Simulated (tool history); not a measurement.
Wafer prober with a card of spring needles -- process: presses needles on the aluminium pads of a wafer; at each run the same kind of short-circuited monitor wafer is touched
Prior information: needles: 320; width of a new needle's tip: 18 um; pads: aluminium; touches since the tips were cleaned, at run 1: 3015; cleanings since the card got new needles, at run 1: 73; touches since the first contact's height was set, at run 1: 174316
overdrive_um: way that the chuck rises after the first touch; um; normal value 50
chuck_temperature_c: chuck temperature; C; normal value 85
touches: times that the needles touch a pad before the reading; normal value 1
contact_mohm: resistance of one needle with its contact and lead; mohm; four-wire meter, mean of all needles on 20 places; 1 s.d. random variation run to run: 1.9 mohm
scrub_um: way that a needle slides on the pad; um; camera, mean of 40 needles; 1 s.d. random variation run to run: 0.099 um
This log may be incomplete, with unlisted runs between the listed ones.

run	hour	overdrive_um	chuck_temperature_c	touches	touches since the tips were cleaned	cleanings since the card got new needles	touches since the first contact's height was set	contact_mohm	scrub_um
1	0	50	85	1	3015	73	174316	393	9.86
# hour 10.7: tips cleaned on abrasive film
# hour 33.8: tips cleaned on abrasive film
2	42.3	50	85	1	1652	75	182556	327	9.82
# hour 58.2: tips cleaned on abrasive film
# hour 81.2: tips cleaned on abrasive film
3	84	50	85	1	541	77	190679	257	9.76
# hour 104.1: tips cleaned on abrasive film
# hour 104.4: height of the first contact set anew
# hour 127.3: tips cleaned on abrasive film
# hour 149.7: tips cleaned on abrasive film
4	151.4	50	85	1	322	80	9149	248	10.66
# hour 172.1: tips cleaned on abrasive film
# hour 196.1: tips cleaned on abrasive film
5	199.1	50	85	1	586	82	18452	261	10.38
# hour 220.1: tips cleaned on abrasive film
# hour 245.5: tips cleaned on abrasive film
6	257.4	50	45	1	2327	84	29830	346	10.42
# hour 267.7: tips cleaned on abrasive film
# hour 291.9: tips cleaned on abrasive film
7	304.1	50	34	1	2375	86	38937	337	10.44
# hour 317.6: tips cleaned on abrasive film
# hour 341.7: tips cleaned on abrasive film
8	348.2	50	34	1	1289	88	47548	290	10.37
# hour 365.7: tips cleaned on abrasive film
# hour 390.5: tips cleaned on abrasive film
9	395.2	50	34	1	907	90	56700	283	10.41
# hour 413.4: tips cleaned on abrasive film
# hour 438.5: tips cleaned on abrasive film
10	453.4	50	34	1	2912	92	68057	373	10.05
# hour 462.7: tips cleaned on abrasive film
# hour 484.9: tips cleaned on abrasive film
11	488.6	50	85	1	731	94	74928	274	10.14
# hour 507.9: tips cleaned on abrasive film
# hour 532.5: tips cleaned on abrasive film
# hour 555.1: tips cleaned on abrasive film
12	555.1	50	85	2	0	97	87873	220	10.21
# hour 580.1: tips cleaned on abrasive film
# hour 605.6: tips cleaned on abrasive film
13	625.6	50	104	1	3933	99	101659	407	10.2
# hour 629.8: tips cleaned on abrasive film
# hour 651.3: tips cleaned on abrasive film
# hour 675.3: tips cleaned on abrasive film
14	685.2	50	104	1	1940	102	113262	336	10.32
# hour 700.1: tips cleaned on abrasive film
15	719.2	50	104	1	3748	103	119905	426	10.12
# hour 724.1: tips cleaned on abrasive film
# hour 746.4: tips cleaned on abrasive film
16	757.8	50	104	1	2242	105	127427	368	9.89
# hour 770.2: tips cleaned on abrasive film
# hour 792.9: tips cleaned on abrasive film
17	792.9	50	104	1	1	107	134253	241	10.04
# hour 817.5: tips cleaned on abrasive film
# hour 841.8: tips cleaned on abrasive film
18	844	31	41	2	439	109	144230	311	5.9
# hour 864.4: tips cleaned on abrasive film
# hour 887.5: tips cleaned on abrasive film
19	895.9	31	34	3	1645	111	154347	361	5.82
# hour 909.7: tips cleaned on abrasive film
# hour 935.6: tips cleaned on abrasive film
20	944.6	31	34	3	1752	113	163844	380	5.68
# hour 958.6: tips cleaned on abrasive film
# hour 982.4: tips cleaned on abrasive film
21	1000.5	30	47	2	3558	115	174766	669	5.44
# hour 1006: tips cleaned on abrasive film
# hour 1029.8: tips cleaned on abrasive film
22	1049.8	30	47	2	3911	117	184373	696	5.58
# hour 1055.2: tips cleaned on abrasive film
# hour 1080.1: tips cleaned on abrasive film
# hour 1101.5: height of the first contact set anew
# hour 1106.9: tips cleaned on abrasive film
23	1123.8	50	70	1	3305	120	4350	393	10.31
# hour 1128.6: tips cleaned on abrasive film
# hour 1154: tips cleaned on abrasive film
# hour 1176.5: tips cleaned on abrasive film
24	1192.2	33	98	2	3062	123	17688	463	6.86
# hour 1200.8: tips cleaned on abrasive film
# hour 1225.8: tips cleaned on abrasive film
25	1237.2	41	98	2	2246	125	26469	345	8.46
# hour 1247.8: tips cleaned on abrasive film
# hour 1271.8: tips cleaned on abrasive film
26	1283.8	35	32	1	2349	127	35545	571	7.22
# hour 1297.7: tips cleaned on abrasive film
# hour 1320.5: tips cleaned on abrasive film
# hour 1344.6: tips cleaned on abrasive film
27	1355.9	35	32	1	2197	130	49606	592	7.09
# hour 1370.5: tips cleaned on abrasive film
# hour 1397.1: tips cleaned on abrasive film
28	1404.6	43	104	2	1469	132	59110	315	8.84

4 options for the next run, each taken on its own from the tool as it stands now. Forecast them:
# hour 1421.1: tips cleaned on abrasive film
# hour 1444.1: tips cleaned on abrasive film
# hour 1468.1: tips cleaned on abrasive film
A	1480.4	50	85	2	2403	135	73898	?	?
# hour 1421.1: tips cleaned on abrasive film
# hour 1444.1: tips cleaned on abrasive film
# hour 1468.1: tips cleaned on abrasive film
B	1480.4	43	104	1	2403	135	73898	?	?
# hour 1421.1: tips cleaned on abrasive film
# hour 1444.1: tips cleaned on abrasive film
# hour 1468.1: tips cleaned on abrasive film
C	1480.4	46	71	3	2403	135	73898	?	?
# hour 1421.1: tips cleaned on abrasive film
# hour 1444.1: tips cleaned on abrasive film
# hour 1468.1: tips cleaned on abrasive film
D	1480.4	33	28	1	2403	135	73898	?	?

run	contact_mohm	scrub_um
A	305	10.32
B	442	8.78
C	283	9.36
D	628	6.68
Stripped of hidden state, with their random variation kept, the same runs would have yielded:
run	contact_mohm	scrub_um
A	199	10.69
B	212	9.15
C	202	9.73
D	197	7.05
